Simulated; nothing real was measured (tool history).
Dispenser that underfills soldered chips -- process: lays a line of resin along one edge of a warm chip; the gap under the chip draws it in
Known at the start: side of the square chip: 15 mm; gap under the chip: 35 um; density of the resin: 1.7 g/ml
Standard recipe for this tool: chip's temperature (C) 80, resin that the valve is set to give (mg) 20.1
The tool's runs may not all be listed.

run	day	chip's temperature (C)	resin that the valve is set to give (mg)	time until the resin shows at the far edge (s)	resin that the valve gave (mg)
1	0	80	20.1	539.9	19.35
# day 0.579: new syringe of resin
2	0.738	80	20.1	565.2	19.21
# day 1.225: new syringe of resin
3	1.475	92	20.1	399.8	19.06
4	1.767	92	20.1	483.9	18.94
# day 1.875: new syringe of resin
# day 1.917: dispensing valve cleaned and set on the balance
5	2.538	92	20.1	513	19.85
# day 2.6: new syringe of resin
6	3.004	92	20.1	428.6	19.71
# day 3.275: new syringe of resin
7	3.483	77	20.1	634.8	19.69
# day 3.942: new syringe of resin
8	4.217	77	20.1	650.4	19.58
# day 4.6: new syringe of resin
9	4.6	80	22.3	473	21.6
10	4.892	80	22.3	589	21.53
# day 5.258: new syringe of resin
11	5.562	80	22.3	610.7	21.4
# day 5.921: new syringe of resin
12	6.271	80	22.3	623.7	21.33
# day 6.612: new syringe of resin
# day 6.754: dispensing valve cleaned and set on the balance
13	6.917	80	22.3	595.4	22.13
# day 7.317: new syringe of resin
14	7.45	80	22.3	534.3	22
15	7.779	93	20.1	437.4	19.93
# day 7.967: new syringe of resin
16	8.321	93	25.4	402.6	24.68
# day 8.65: new syringe of resin
17	8.7	93	25.4	319.6	24.81
# day 9.296: new syringe of resin
18	9.433	81	22.8	500.6	22.1
19	9.792	81	22.8	652.6	21.89
# day 9.954: new syringe of resin
20	10.238	90	20.1	430.4	19.28
# day 10.642: new syringe of resin
21	10.779	87	25.2	405.7	23.96
# day 11.321: new syringe of resin
22	11.454	87	19.5	432.8	18.41
# day 11.604: dispensing valve cleaned and set on the balance
23	11.792	76	20.1	765.9	20.08
# day 12.025: new syringe of resin
24	12.529	88	21.8	517	21.5
# day 12.704: new syringe of resin
25	13.092	83	19.7	576.7	19.38
# day 13.379: new syringe of resin
26	13.562	81	17.8	548.1	17.24
# day 14.054: new syringe of resin
27	14.271	81	17.8	562.7	17.18
# day 14.712: new syringe of resin
28	14.867	81	18.3	549.6	17.65
29	15.325	81	18.3	736.2	17.52
# day 15.375: new syringe of resin
30	15.65	81	21.6	554.1	20.59
# day 16.033: new syringe of resin
31	16.154	91	24.9	349.6	23.77
# day 16.429: dispensing valve cleaned and set on the balance
# day 16.767: new syringe of resin
32	16.938	80	18.3	555.2	18.29
# day 17.417: new syringe of resin
33	17.654	92	21.4	369.6	21.27

Results for each run, recomputed without the tool's hidden state and with each run's random variation untouched:
Hidden state at play: resin's viscosity, % of fresh resin's; dose that the valve gives, % of what is set; true chip temperature over the reading, C; drift of the gauge itself on fill_s, %; drift of the gauge itself on given_mg, %.
run	time until the resin shows at the far edge (s)	resin that the valve gave (mg)
1	521.9	20.11
2	519.7	20.13
3	342.7	20.16
4	335.7	20.09
5	341.8	20.04
6	337.7	20
7	574.5	20.1
8	566.1	20.15
9	499.7	22.34
10	503.8	22.33
11	510.4	22.37
12	505.7	22.47
13	516.4	22.19
14	506.4	22.18
15	325.6	20.18
16	323.6	25.14
17	324.8	25.36
18	493.6	22.8
19	496.5	22.66
20	365.7	20.07
21	386.9	25.11
22	409.8	19.44
23	595	20.15
24	382.1	21.75
25	468	19.73
26	508.6	17.65
27	508.1	17.71
28	515.7	18.33
29	496.1	18.29
30	489	21.59
31	344	25.06
32	527.2	18.37
33	338.6	21.54
